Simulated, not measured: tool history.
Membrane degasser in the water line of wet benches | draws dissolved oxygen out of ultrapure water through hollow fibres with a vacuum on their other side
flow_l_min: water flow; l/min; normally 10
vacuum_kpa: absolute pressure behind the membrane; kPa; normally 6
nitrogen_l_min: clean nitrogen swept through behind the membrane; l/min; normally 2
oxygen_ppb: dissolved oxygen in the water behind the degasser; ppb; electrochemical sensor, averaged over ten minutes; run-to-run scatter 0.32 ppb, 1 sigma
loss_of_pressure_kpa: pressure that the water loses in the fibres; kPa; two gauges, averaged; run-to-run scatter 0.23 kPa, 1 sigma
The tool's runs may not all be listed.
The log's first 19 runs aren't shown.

run 20 hour=3458.2 | flow_l_min=10 vacuum_kpa=7.05 nitrogen_l_min=1.39 | oxygen_ppb=75.7 loss_of_pressure_kpa=61.82
run 21 hour=3606.2 | flow_l_min=11 vacuum_kpa=9.3 nitrogen_l_min=2 | oxygen_ppb=93.5 loss_of_pressure_kpa=68.17
run 22 hour=3761 | flow_l_min=11 vacuum_kpa=9.3 nitrogen_l_min=3.39 | oxygen_ppb=60.7 loss_of_pressure_kpa=68.49
run 23 hour=3914.4 | flow_l_min=11 vacuum_kpa=9.3 nitrogen_l_min=3.39 | oxygen_ppb=60.9 loss_of_pressure_kpa=68.63
run 24 hour=4162 | flow_l_min=11 vacuum_kpa=9.3 nitrogen_l_min=3.39 | oxygen_ppb=61.3 loss_of_pressure_kpa=68.64
run 25 hour=4315.8 | flow_l_min=11 vacuum_kpa=9.3 nitrogen_l_min=3.39 | oxygen_ppb=61.2 loss_of_pressure_kpa=68.52
run 26 hour=4418.9 | flow_l_min=8 vacuum_kpa=6 nitrogen_l_min=3.2 | oxygen_ppb=20.2 loss_of_pressure_kpa=49.92
run 27 hour=4648.1 | flow_l_min=14 vacuum_kpa=6 nitrogen_l_min=3.2 | oxygen_ppb=65.2 loss_of_pressure_kpa=87.46
run 28 hour=4752.2 | flow_l_min=14 vacuum_kpa=6 nitrogen_l_min=3.2 | oxygen_ppb=65.1 loss_of_pressure_kpa=87.72
-- hour=4872.6 seals of the vacuum lines changed
run 29 hour=4875.9 | flow_l_min=8 vacuum_kpa=3.88 nitrogen_l_min=2 | oxygen_ppb=10.4 loss_of_pressure_kpa=49.93
run 30 hour=5067 | flow_l_min=8 vacuum_kpa=3.88 nitrogen_l_min=2 | oxygen_ppb=10.4 loss_of_pressure_kpa=50.52

Predict each of these 4 candidate next runs independently; none follows another, all start after run 30:
-- hour=5198.4 vacuum gauge calibrated
run A hour=5215.9 | flow_l_min=7 vacuum_kpa=3.88 nitrogen_l_min=4.99 | oxygen_ppb=? loss_of_pressure_kpa=?
-- hour=5198.4 vacuum gauge calibrated
run B hour=5215.9 | flow_l_min=10 vacuum_kpa=6 nitrogen_l_min=0.9 | oxygen_ppb=? loss_of_pressure_kpa=?
-- hour=5198.4 vacuum gauge calibrated
run C hour=5215.9 | flow_l_min=12 vacuum_kpa=4.81 nitrogen_l_min=1.58 | oxygen_ppb=? loss_of_pressure_kpa=?
-- hour=5198.4 vacuum gauge calibrated
run D hour=5215.9 | flow_l_min=10 vacuum_kpa=4.03 nitrogen_l_min=3.51 | oxygen_ppb=? loss_of_pressure_kpa=?

run=A oxygen_ppb=2.9 loss_of_pressure_kpa=44.27
run=B oxygen_ppb=78.5 loss_of_pressure_kpa=62.88
run=C oxygen_ppb=45.8 loss_of_pressure_kpa=75.52
run=D oxygen_ppb=12.5 loss_of_pressure_kpa=62.7
The same runs, with their run-to-run variation unchanged, on a tool lacking any hidden condition would have given:
run=A oxygen_ppb=2.7 loss_of_pressure_kpa=41.7
run=B oxygen_ppb=76.9 loss_of_pressure_kpa=59.23
run=C oxygen_ppb=41 loss_of_pressure_kpa=71.13
run=D oxygen_ppb=10.3 loss_of_pressure_kpa=59.05

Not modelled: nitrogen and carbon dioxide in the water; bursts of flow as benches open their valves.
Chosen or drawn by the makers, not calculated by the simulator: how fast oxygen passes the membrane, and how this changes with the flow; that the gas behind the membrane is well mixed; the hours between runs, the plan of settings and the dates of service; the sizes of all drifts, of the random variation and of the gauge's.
